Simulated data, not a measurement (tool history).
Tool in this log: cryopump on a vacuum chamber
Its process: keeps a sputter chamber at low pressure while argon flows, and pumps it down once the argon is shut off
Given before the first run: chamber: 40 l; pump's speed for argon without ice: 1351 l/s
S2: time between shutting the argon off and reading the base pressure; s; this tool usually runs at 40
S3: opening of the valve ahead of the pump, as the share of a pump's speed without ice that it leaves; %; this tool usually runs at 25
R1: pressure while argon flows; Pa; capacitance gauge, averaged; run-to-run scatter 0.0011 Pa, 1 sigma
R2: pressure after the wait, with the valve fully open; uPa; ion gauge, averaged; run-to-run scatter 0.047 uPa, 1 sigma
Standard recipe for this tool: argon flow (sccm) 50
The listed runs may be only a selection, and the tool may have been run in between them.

Run 1, hour 0.0: usual settings. Result: R1 0.2588 Pa, R2 2.87 uPa.
Run 2, hour 42.2: usual settings but argon flow (sccm) 60. Result: R1 0.3121 Pa, R2 2.95 uPa.
Run 3, hour 77.2: usual settings but argon flow (sccm) 60. Result: R1 0.3133 Pa, R2 2.96 uPa.
Run 4, hour 117.9: usual settings but argon flow (sccm) 22. Result: R1 0.1152 Pa, R2 2.96 uPa.
Run 5, hour 179.8: usual settings but argon flow (sccm) 22. Result: R1 0.1144 Pa, R2 3.03 uPa.
Run 6, hour 219.9: usual settings but argon flow (sccm) 22. Result: R1 0.1148 Pa, R2 2.93 uPa.
Run 7, hour 271.6: usual settings but argon flow (sccm) 83. Result: R1 0.4341 Pa, R2 3.02 uPa.
Run 8, hour 310.5: usual settings. Result: R1 0.2632 Pa, R2 3.03 uPa.
Run 9, hour 368.6: usual settings. Result: R1 0.2618 Pa, R2 2.97 uPa.
Run 10, hour 414.2: usual settings but argon flow (sccm) 51. Result: R1 0.2722 Pa, R2 3.07 uPa.
Run 11, hour 474.3: usual settings but S2 55 s. Result: R1 0.2643 Pa, R2 2.27 uPa.
Run 12, hour 546.0: usual settings but S2 52 s. Result: R1 0.2674 Pa, R2 2.35 uPa.
Run 13, hour 595.8: usual settings but S2 52 s. Result: R1 0.2652 Pa, R2 2.48 uPa.
Run 14, hour 640.7: usual settings but S2 52 s. Result: R1 0.2671 Pa, R2 2.48 uPa.
Run 15, hour 699.2: usual settings. Result: R1 0.2679 Pa, R2 3.06 uPa.
Run 16, hour 739.5: usual settings. Result: R1 0.2670 Pa, R2 3.04 uPa.
Run 17, hour 769.6: usual settings. Result: R1 0.2687 Pa, R2 2.97 uPa.
Run 18, hour 802.9: usual settings. Result: R1 0.2680 Pa, R2 3.08 uPa.
Run 19, hour 837.7: usual settings. Result: R1 0.2705 Pa, R2 3.07 uPa.
Run 20, hour 886.0: usual settings. Result: R1 0.2690 Pa, R2 3.11 uPa.
Run 21, hour 922.4: usual settings but argon flow (sccm) 41, S3 58 %. Result: R1 0.1057 Pa, R2 3.14 uPa.
Run 22, hour 970.4: usual settings but argon flow (sccm) 59, S2 133 s. Result: R1 0.3168 Pa, R2 1.26 uPa.
Run 23, hour 1007.8: usual settings but argon flow (sccm) 59, S2 133 s. Result: R1 0.3186 Pa, R2 1.27 uPa.
Run 24, hour 1076.9: usual settings but argon flow (sccm) 46, S3 16 %. Result: R1 0.3808 Pa, R2 3.14 uPa.
Run 25, hour 1109.7: usual settings but argon flow (sccm) 63, S2 232 s, S3 42 %. Result: R1 0.2169 Pa, R2 0.96 uPa.
Run 26, hour 1144.8: usual settings but argon flow (sccm) 34, S2 50 s, S3 20 %. Result: R1 0.2267 Pa, R2 2.54 uPa.
Run 27, hour 1184.4: usual settings but argon flow (sccm) 21, S2 256 s, S3 20 %. Result: R1 0.1407 Pa, R2 0.86 uPa.
Run 28, hour 1256.3: usual settings but argon flow (sccm) 48, S2 42 s. Result: R1 0.2634 Pa, R2 3.05 uPa.
Run 29, hour 1315.2: usual settings but argon flow (sccm) 48, S2 42 s. Result: R1 0.2637 Pa, R2 3.02 uPa.
Run 30, hour 1371.2: usual settings but argon flow (sccm) 35, S2 123 s, S3 23 %. Result: R1 0.2092 Pa, R2 1.41 uPa.
Run 31, hour 1417.9: usual settings but argon flow (sccm) 24, S2 122 s, S3 37 %. Result: R1 0.0931 Pa, R2 1.38 uPa.
Run 32, hour 1455.2: usual settings but S2 21 s. Result: R1 0.2791 Pa, R2 5.50 uPa.
Run 33, hour 1516.4: usual settings but argon flow (sccm) 65, S2 88 s, S3 15 %. Result: R1 0.5771 Pa, R2 1.77 uPa.
Run 34, hour 1582.9: usual settings but argon flow (sccm) 65, S2 45 s, S3 15 %. Result: R1 0.5806 Pa, R2 2.96 uPa.

Alternative continuations, all from the tool just after run 34; predict every row:
Run A, hour 1652.6: usual settings. Result: R1 ?, R2 ?.
Run B, hour 1652.6: usual settings but argon flow (sccm) 99, S2 41 s, S3 35 %. Result: R1 ?, R2 ?.
Run C, hour 1652.6: usual settings but argon flow (sccm) 65, S2 45 s, S3 41 %. Result: R1 ?, R2 ?.
Run D, hour 1652.6: usual settings but argon flow (sccm) 31. Result: R1 ?, R2 ?.

run      R1    R2
  A  0.2812  3.27
  B  0.4143  3.09
  C  0.2386  2.98
  D  0.1736  3.24
Had the tool no hidden state, the same runs would have come out as:
run      R1    R2
  A  0.2506  2.88
  B  0.3539  2.72
  C  0.1988  2.60
  D  0.1548  2.86
